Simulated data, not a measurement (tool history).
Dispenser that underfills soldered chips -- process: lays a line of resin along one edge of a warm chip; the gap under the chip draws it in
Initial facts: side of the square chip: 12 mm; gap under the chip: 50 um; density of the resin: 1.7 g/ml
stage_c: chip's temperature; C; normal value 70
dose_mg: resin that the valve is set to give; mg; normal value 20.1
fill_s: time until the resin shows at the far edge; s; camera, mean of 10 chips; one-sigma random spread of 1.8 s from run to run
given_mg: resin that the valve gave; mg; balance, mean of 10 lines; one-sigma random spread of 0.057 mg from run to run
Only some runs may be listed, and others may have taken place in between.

| run | day | stage_c | dose_mg | fill_s | given_mg |
|---|---|---|---|---|---|
| 1 | 0 | 70 | 20.1 | 232.3 | 19.95 |
|  | 0.042 | new syringe of resin |
|  | 0.4 | new syringe of resin |
| 2 | 0.421 | 70 | 20.1 | 174.9 | 19.95 |
|  | 0.762 | new syringe of resin |
| 3 | 0.788 | 70 | 20.1 | 176.8 | 19.71 |
| 4 | 0.988 | 70 | 20.1 | 219.1 | 19.77 |
|  | 1.104 | new syringe of resin |
| 5 | 1.408 | 70 | 20.1 | 236.5 | 19.66 |
|  | 1.467 | new syringe of resin |
| 6 | 1.638 | 70 | 17.2 | 207.5 | 16.79 |
|  | 1.808 | new syringe of resin |
| 7 | 2.021 | 70 | 17.2 | 216.7 | 16.82 |
|  | 2.171 | new syringe of resin |
| 8 | 2.462 | 70 | 17.2 | 236.3 | 16.68 |
|  | 2.546 | new syringe of resin |
|  | 2.888 | new syringe of resin |
| 9 | 2.929 | 70 | 17.2 | 186.1 | 16.5 |
| 10 | 3.154 | 70 | 17.2 | 231.2 | 16.5 |
|  | 3.242 | new syringe of resin |
| 11 | 3.479 | 70 | 17.2 | 224.4 | 16.49 |
|  | 3.604 | new syringe of resin |
|  | 3.967 | new syringe of resin |
| 12 | 3.967 | 70 | 25.1 | 172.7 | 23.96 |
|  | 4.321 | new syringe of resin |
| 13 | 4.321 | 67 | 19.7 | 198.7 | 18.72 |
|  | 4.679 | new syringe of resin |
| 14 | 4.779 | 63 | 20.1 | 263.5 | 18.99 |
|  | 5.029 | new syringe of resin |
|  | 5.312 | dispensing valve cleaned and set on the balance |
| 15 | 5.321 | 63 | 20.1 | 307 | 20.1 |
|  | 5.417 | new syringe of resin |
| 16 | 5.617 | 60 | 20.1 | 333.9 | 19.95 |
|  | 5.775 | new syringe of resin |
|  | 6.117 | new syringe of resin |
| 17 | 6.117 | 62 | 18.7 | 252.3 | 18.51 |
|  | 6.467 | new syringe of resin |
| 18 | 6.492 | 62 | 18.7 | 260.5 | 18.52 |

Alternative continuations, all from the tool just after run 18; predict every row:
|  | 6.829 | new syringe of resin |
| A | 6.933 | 62 | 26 | ? | ? |
|  | 6.829 | new syringe of resin |
| B | 6.933 | 62 | 20 | ? | ? |
|  | 6.829 | new syringe of resin |
| C | 6.933 | 64 | 19.9 | ? | ? |
|  | 6.829 | new syringe of resin |
| D | 6.933 | 62 | 23.9 | ? | ? |

| run | fill_s | given_mg |
|---|---|---|
| A | 267.6 | 25.72 |
| B | 270.5 | 19.67 |
| C | 244.3 | 19.63 |
| D | 271.1 | 23.47 |
Without the tool's unlogged condition, the same runs would have read:
| run | fill_s | given_mg |
|---|---|---|
| A | 255.6 | 26.14 |
| B | 258 | 19.99 |
| C | 232.9 | 19.95 |
| D | 258.9 | 23.85 |
